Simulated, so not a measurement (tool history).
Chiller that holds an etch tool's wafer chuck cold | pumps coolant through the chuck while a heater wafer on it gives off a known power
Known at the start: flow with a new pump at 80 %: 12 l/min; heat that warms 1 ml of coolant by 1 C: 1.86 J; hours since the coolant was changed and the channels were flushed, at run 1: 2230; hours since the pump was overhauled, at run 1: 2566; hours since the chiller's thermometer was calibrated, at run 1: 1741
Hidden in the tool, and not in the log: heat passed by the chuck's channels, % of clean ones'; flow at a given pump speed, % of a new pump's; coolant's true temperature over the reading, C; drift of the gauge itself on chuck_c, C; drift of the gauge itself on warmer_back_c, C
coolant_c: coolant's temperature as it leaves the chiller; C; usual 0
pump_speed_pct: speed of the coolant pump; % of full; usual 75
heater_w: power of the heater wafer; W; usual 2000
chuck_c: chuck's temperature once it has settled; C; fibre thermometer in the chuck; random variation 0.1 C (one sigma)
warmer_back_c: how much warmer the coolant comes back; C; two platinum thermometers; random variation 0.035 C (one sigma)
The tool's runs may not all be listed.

run,day,coolant_c,pump_speed_pct,heater_w,hours since the coolant was changed and the channels were flushed,hours since the pump was overhauled,hours since the chiller's thermometer was calibrated,chuck_c,warmer_back_c
1,0.000,0,75,2000,2230,2566,1741,28.6,6.40
2,4.542,0,88,2000,2339,2675,1850,25.6,5.39
3,7.325,0,75,1062,2406,2742,1916,15.4,3.47
4,10.133,0,75,1062,2473,2809,1984,15.6,3.43
5,13.925,0,75,2000,2564,2900,2075,29.2,6.52
6,18.988,0,75,2000,2685,3022,2196,29.5,6.58
7,21.467,0,75,2000,2745,3081,2256,29.5,6.58
8,25.521,-7,75,2000,2842,3179,2353,22.9,6.55
9,29.767,8,75,2000,2944,3280,2455,38.0,6.61
10,32.254,8,75,2000,3004,3340,2515,38.1,6.66
11,35.342,0,75,2000,3078,3414,2589,30.2,6.71
12,39.467,0,77,2000,3177,3513,2688,30.0,6.51
13,43.329,0,77,2000,3270,3606,2780,30.0,6.55
14,46.212,0,75,2000,3339,3675,2850,30.8,6.79
15,49.788,8,75,2000,3425,3761,2936,39.1,6.80
16,54.896,0,73,2000,3547,3884,3058,31.9,7.04
17,57.683,0,88,1223,3614,3950,3125,17.3,3.44
18,61.600,1,90,2749,3708,4044,3219,39.0,7.69
19,66.379,-7,76,2749,3823,4159,3334,36.1,9.41
# day 68.329: coolant pump overhauled
20,71.783,7,76,2048,3947,83,3458,36.1,5.84
21,75.446,9,89,2048,4035,171,3546,34.8,4.86
22,78.267,9,68,2199,4103,238,3614,42.9,7.17
23,81.896,9,75,2000,4190,326,3701,37.9,5.80
24,87.042,9,77,1413,4314,449,3825,29.4,4.05
25,91.575,9,99,2894,4422,558,3933,43.4,6.19
# day 94.092: coolant changed, channels flushed
26,96.875,0,65,1984,67,679,4055,28.2,6.90
27,100.771,0,65,1984,160,773,4148,28.3,6.95
28,103.717,0,65,1984,231,843,4219,28.7,7.00
29,107.483,0,98,1979,321,934,4309,21.0,4.31
30,112.571,0,84,1071,444,1056,4431,13.2,2.80
31,115.938,-4,84,1071,524,1137,4512,9.4,2.83

Some steps in chuck_c between neighbouring runs. How much of each would the tool show without its hidden state too (settings, what came in, random variation), and how much is left for the hidden state, with any gauge scatter that isn't in both results?
Run 8 -> 9: coolant_c -7 -> 8. chuck_c +15.1 C: hidden state +0.2, all else +14.9.
Run 17 -> 18: coolant_c 0 -> 1, pump_speed_pct 88 -> 90, heater_w 1223 -> 2749. chuck_c +21.7 C: hidden state +4.4, all else +17.3.
Run 19 -> 20: coolant_c -7 -> 7, heater_w 2749 -> 2048, coolant pump overhauled. chuck_c +0.0 C: hidden state -5.8, all else +5.8.
Run 25 -> 26: coolant_c 9 -> 0, pump_speed_pct 99 -> 65, heater_w 2894 -> 1984, coolant changed, channels flushed. chuck_c -15.2 C: hidden state -4.6, all else -10.6.
